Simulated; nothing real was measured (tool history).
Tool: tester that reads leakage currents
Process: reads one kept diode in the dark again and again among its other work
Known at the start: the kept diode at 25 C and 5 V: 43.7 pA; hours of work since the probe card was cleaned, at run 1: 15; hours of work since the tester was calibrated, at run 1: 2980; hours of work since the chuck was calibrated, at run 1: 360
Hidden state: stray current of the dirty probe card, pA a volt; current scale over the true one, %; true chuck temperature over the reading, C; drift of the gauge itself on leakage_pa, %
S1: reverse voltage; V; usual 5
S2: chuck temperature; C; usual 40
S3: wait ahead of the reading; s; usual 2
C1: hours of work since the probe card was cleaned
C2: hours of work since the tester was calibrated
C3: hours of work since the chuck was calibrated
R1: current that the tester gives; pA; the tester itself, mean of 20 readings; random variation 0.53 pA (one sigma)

run	hour	S1	S2	S3	C1	C2	C3	R1
1	0	5	40	2	15	2980	360	174.69
2	50.8	5	40	2	48	3014	393	175.38
3	108.4	5	40	2	86	3052	431	175.03
4	197.2	5	40	2	144	3110	489	175.64
5	252.1	5	40	9.58	180	3146	525	175.77
6	370.2	5	40	9.58	258	3223	603	176.48
7	423.3	2.45	40	2	293	3258	638	131.54
8	478.4	5	31	2	329	3294	674	79.98
9	554	5	31	2	378	3344	723	80.29
10	665.8	5	31	2	452	3417	797	81.11
11	714.8	5	40	2	484	3449	829	178.73
12	788.6	5	20	2	532	3498	877	30.08
13	836.8	5	20	2	564	3529	909	30.08
14	943.4	2.66	45	2	634	3599	979	209.95
15	996.3	12.76	45	0.64	669	3634	1014	419.43
16	1063	12.76	45	0.64	712	3678	1057	417.58
17	1174	7.75	33	2.56	785	3751	1130	118.9
18	1273.8	5	51	1.56	851	3816	1196	456.88
19	1350.6	6	38	1.56	901	3867	1246	166.73
20	1400	3.34	27	2	933	3899	1278	48.9
21	1467.9	3.34	27	5.4	978	3944	1323	48.66
22	1528.6	3.34	27	5.4	1018	3983	1363	48.94
23	1625.7	1.78	37	0.47	1082	4047	1427	92.61
24	1730.8	19.32	40	1.76	1151	4116	1496	335.84
25	1791.5	17.45	26	2	1190	4156	1535	101.15
26	1903.9	11.81	21	8.07	1264	4230	1609	54.8

Forecast each of these 3 alternatives for the next run:
A	1959.2	11.81	43	6.66	1300	4266	1645	?
B	1959.2	8.2	34	2	1300	4266	1645	?
C	1959.2	2.75	40	2	1300	4266	1645	?

run	R1
A	344.76
B	138.97
C	145.28
Without the tool's hidden state the same runs would have given:
run	R1
A	322.97
B	126.94
C	137.81
